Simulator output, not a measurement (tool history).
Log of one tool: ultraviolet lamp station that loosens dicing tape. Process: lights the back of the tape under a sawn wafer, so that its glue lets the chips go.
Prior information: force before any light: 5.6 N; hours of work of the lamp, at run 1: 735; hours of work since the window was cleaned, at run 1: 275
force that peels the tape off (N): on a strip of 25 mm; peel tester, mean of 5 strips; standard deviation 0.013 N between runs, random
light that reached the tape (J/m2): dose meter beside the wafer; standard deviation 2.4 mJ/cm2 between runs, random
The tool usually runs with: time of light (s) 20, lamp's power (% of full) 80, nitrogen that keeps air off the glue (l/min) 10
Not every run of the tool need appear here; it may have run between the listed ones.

run,hour,time of light (s),lamp's power (% of full),nitrogen that keeps air off the glue (l/min),hours of work of the lamp,hours of work since the window was cleaned,force that peels the tape off (N),light that reached the tape (J/m2)
1,0.0,20,80,10,735,275,0.611,2690
# hour 9.6: window cleaned of glue's vapour
2,32.9,20,80,10,752,12,0.639,2790
3,75.1,20,80,10,774,34,0.614,2750
4,137.1,20,80,10,806,66,0.614,2770
5,178.3,20,80,10,827,87,0.610,2740
6,211.1,20,80,10,844,104,0.642,2780
7,263.7,20,80,10,871,131,0.602,2770
8,321.8,20,80,10,901,162,0.620,2770
9,374.5,20,80,10,928,189,0.607,2760
10,400.0,20,80,10,942,202,0.613,2760
11,460.6,20,80,10,973,233,0.634,2750
12,493.3,20,80,10,990,250,0.630,2740
13,520.5,20,80,10,1004,264,0.603,2760
# hour 548.7: window cleaned of glue's vapour
14,567.4,20,96,10,1028,10,0.408,3300
# hour 580.5: lamp changed
15,622.0,20,96,10,21,37,0.403,3250
16,651.8,20,80,10,37,53,0.626,2780
17,684.6,20,80,10,54,70,0.605,2730
18,732.6,20,80,11,79,95,0.575,2760
19,776.9,29,80,10,102,118,0.247,3920
20,811.9,29,80,10,120,136,0.262,4000
21,855.8,20,80,10,142,158,0.647,2730
22,903.5,20,80,10,167,183,0.621,2730
23,961.7,20,80,10,197,213,0.606,2720
24,1001.6,21,60,16,218,234,0.716,2130
25,1063.4,27,60,16,250,266,0.416,2800
# hour 1091.1: window cleaned of glue's vapour
26,1104.9,14,60,12,271,7,1.582,1440
27,1145.1,39,78,5,292,28,0.282,5160
28,1183.9,39,78,5,312,48,0.277,5230
29,1217.5,30,79,11,329,65,0.224,4090
30,1265.8,20,61,18,354,90,0.690,2060
31,1310.3,20,61,18,377,113,0.701,2100
32,1348.1,35,61,5,397,133,0.608,3660
33,1374.8,35,61,5,411,147,0.637,3590
34,1415.6,20,93,10,432,168,0.459,3170

Run 35 is up next; what results do you expect?
35,1466.5,13,80,9,458,194,?,?

force that peels the tape off (N): 1.343
light that reached the tape (J/m2): 1810
Were there no unlogged condition in the tool, this run, its random variation unchanged, would have produced force that peels the tape off (N) 1.341, light that reached the tape (J/m2) 1810.
